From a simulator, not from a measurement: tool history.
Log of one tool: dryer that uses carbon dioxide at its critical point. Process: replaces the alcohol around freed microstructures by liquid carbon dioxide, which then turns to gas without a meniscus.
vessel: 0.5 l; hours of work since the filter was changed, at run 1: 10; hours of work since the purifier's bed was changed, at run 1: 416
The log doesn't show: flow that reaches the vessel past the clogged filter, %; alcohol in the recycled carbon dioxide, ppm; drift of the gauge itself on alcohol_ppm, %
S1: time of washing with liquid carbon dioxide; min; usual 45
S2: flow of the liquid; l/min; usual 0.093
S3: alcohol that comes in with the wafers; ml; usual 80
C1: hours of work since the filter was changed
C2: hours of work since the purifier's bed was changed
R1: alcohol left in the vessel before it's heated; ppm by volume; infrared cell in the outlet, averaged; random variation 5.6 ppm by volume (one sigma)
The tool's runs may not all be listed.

run   hour  S1      S2  S3   C1   C2    R1
  1      0  45   0.093  80   10  416   243
  2   17.8  45   0.093  80   18  423   232
  3   35.1  45   0.093  80   25  430   242
  4   47.2  45  0.0816  80   30  435   464
  5   62.7  45  0.0816  80   36  441   478
  6   86.8  45  0.0816  80   45  451   494
  7  102.4  45  0.0816  80   52  457   504
  8  128.2  45  0.0815  80   62  467   527
  9  155.8  45  0.0815  80   73  479   525
 10  179.4  45   0.093  80   83  488   276
 11  199.5  51  0.0645  80   91  496   881
 12    218  42  0.0645  24   98  504   722
 13  240.9  67  0.0616  58  108  513   223
 14  259.2  67  0.0616  58  115  520   235
 15  273.2  67  0.0616  58  121  526   236
 16  287.9  67  0.0616  58  127  532   247
 17  306.3  67  0.0616  58  134  539   252
 18  331.3  51  0.0616  52  144  549   829
 19  359.5  37  0.0616  53  155  561  3037
 20  374.2  37  0.0616  53  161  567  3152

Hidden state or all else? Some run-to-run changes of R1, split into what the settings, what came in and random variation would give without the hidden state, and what is left for the hidden state (with any gauge scatter that isn't in both results):
Run 10 -> 11: S1 45 -> 51, S2 0.093 -> 0.0645. R1 +605 ppm by volume: hidden state +116, all else +489.
Run 17 -> 18: S1 67 -> 51, S3 58 -> 52. R1 +577 ppm by volume: hidden state +148, all else +429.
Run 18 -> 19: S1 51 -> 37, S3 52 -> 53. R1 +2208 ppm by volume: hidden state +430, all else +1778.

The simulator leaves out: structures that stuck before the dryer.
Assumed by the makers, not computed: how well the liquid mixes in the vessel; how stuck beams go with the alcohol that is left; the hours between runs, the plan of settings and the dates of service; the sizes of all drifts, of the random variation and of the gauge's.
